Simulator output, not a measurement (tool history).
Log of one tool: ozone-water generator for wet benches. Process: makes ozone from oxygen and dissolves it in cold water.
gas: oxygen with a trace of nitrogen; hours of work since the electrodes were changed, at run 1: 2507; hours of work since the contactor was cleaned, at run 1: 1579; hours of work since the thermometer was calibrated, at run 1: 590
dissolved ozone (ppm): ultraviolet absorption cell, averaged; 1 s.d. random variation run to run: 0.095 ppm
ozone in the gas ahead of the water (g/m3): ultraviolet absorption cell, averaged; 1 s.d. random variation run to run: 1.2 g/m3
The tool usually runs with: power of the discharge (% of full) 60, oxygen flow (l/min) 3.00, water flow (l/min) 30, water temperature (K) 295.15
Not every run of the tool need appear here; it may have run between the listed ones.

run,hour,power of the discharge (% of full),oxygen flow (l/min),water flow (l/min),water temperature (K),hours of work since the electrodes were changed,hours of work since the contactor was cleaned,hours of work since the thermometer was calibrated,dissolved ozone (ppm),ozone in the gas ahead of the water (g/m3)
1,0.0,60,3.00,30,295.15,2507,1579,590,9.40,206.4
2,59.7,60,3.00,30,295.15,2555,1627,638,9.23,205.1
3,149.2,60,3.00,30,295.15,2627,1699,710,9.30,203.8
4,196.5,60,3.00,30,295.15,2665,1736,748,9.22,205.5
5,288.0,60,3.00,30,301.15,2738,1810,821,8.83,205.3
6,330.5,75,3.00,30,295.15,2772,1844,855,10.87,236.8
7,427.9,75,3.00,30,295.15,2850,1922,933,10.77,238.7
8,491.8,75,3.00,30,295.15,2901,1973,984,10.83,238.7
9,548.3,60,3.00,30,295.15,2947,2018,1030,9.06,201.7
10,642.8,60,3.00,30,295.15,3022,2094,1105,9.16,204.5
11,685.3,60,3.00,30,295.15,3056,2128,1139,9.18,202.3
12,756.5,45,3.00,30,295.15,3113,2185,1196,7.52,164.2
13,803.5,45,3.00,30,295.15,3151,2223,1234,7.48,166.8
14,889.8,60,3.00,37,295.15,3220,2292,1303,7.21,203.3
15,987.6,60,3.00,37,295.15,3299,2370,1382,7.12,202.2
16,1085.8,43,3.00,30,295.15,3377,2449,1460,7.11,160.9
17,1171.9,43,3.00,30,295.15,3446,2518,1529,7.15,158.3
18,1229.1,43,3.00,34,293.15,3492,2564,1575,6.34,159.4
19,1269.8,91,2.49,34,294.15,3525,2596,1608,9.71,288.1
20,1318.1,91,2.49,34,294.15,3563,2635,1646,9.79,286.5
21,1374.0,43,2.49,34,294.15,3608,2680,1691,5.72,172.2
22,1432.5,43,2.49,34,294.15,3655,2727,1738,5.72,171.1
23,1490.3,42,1.61,34,296.15,3701,2773,1784,4.68,205.2
24,1562.3,42,1.61,34,296.15,3759,2831,1842,4.63,205.1
25,1628.5,40,5.00,44,298.15,3812,2884,1895,4.93,120.7
26,1711.7,40,4.14,44,300.15,3879,2951,1962,4.59,129.4
27,1768.1,40,4.14,44,300.15,3924,2996,2007,4.68,132.2
28,1863.7,40,4.14,44,300.15,4001,3072,2084,4.61,131.3
29,1920.6,60,3.00,24,292.15,4046,3118,2129,11.66,197.1
30,1971.9,60,3.00,24,292.15,4087,3159,2170,11.65,196.7
31,2065.9,60,3.89,24,290.15,4163,3234,2246,12.83,176.5
32,2149.2,60,3.89,24,290.15,4229,3301,2312,12.62,174.9

Each row is a separate what-if for the run after 32, all from the same tool condition, not one after another. Results?
A,2216.2,65,3.89,24,290.15,4283,3355,2366,?,?
B,2216.2,50,3.33,24,299.15,4283,3355,2366,?,?
C,2216.2,60,3.00,21,295.15,4283,3355,2366,?,?
D,2216.2,51,2.05,30,297.15,4283,3355,2366,?,?
E,2216.2,60,5.13,24,290.15,4283,3355,2366,?,?

run,dissolved ozone (ppm),ozone in the gas ahead of the water (g/m3)
A,13.22,186.0
B,9.60,166.6
C,12.99,195.3
D,6.72,206.6
E,13.28,156.8
Without the tool's unlogged condition, the same runs would have read:
run,dissolved ozone (ppm),ozone in the gas ahead of the water (g/m3)
A,15.28,209.0
B,10.86,183.0
C,14.87,218.0
D,7.62,227.2
E,15.24,175.0

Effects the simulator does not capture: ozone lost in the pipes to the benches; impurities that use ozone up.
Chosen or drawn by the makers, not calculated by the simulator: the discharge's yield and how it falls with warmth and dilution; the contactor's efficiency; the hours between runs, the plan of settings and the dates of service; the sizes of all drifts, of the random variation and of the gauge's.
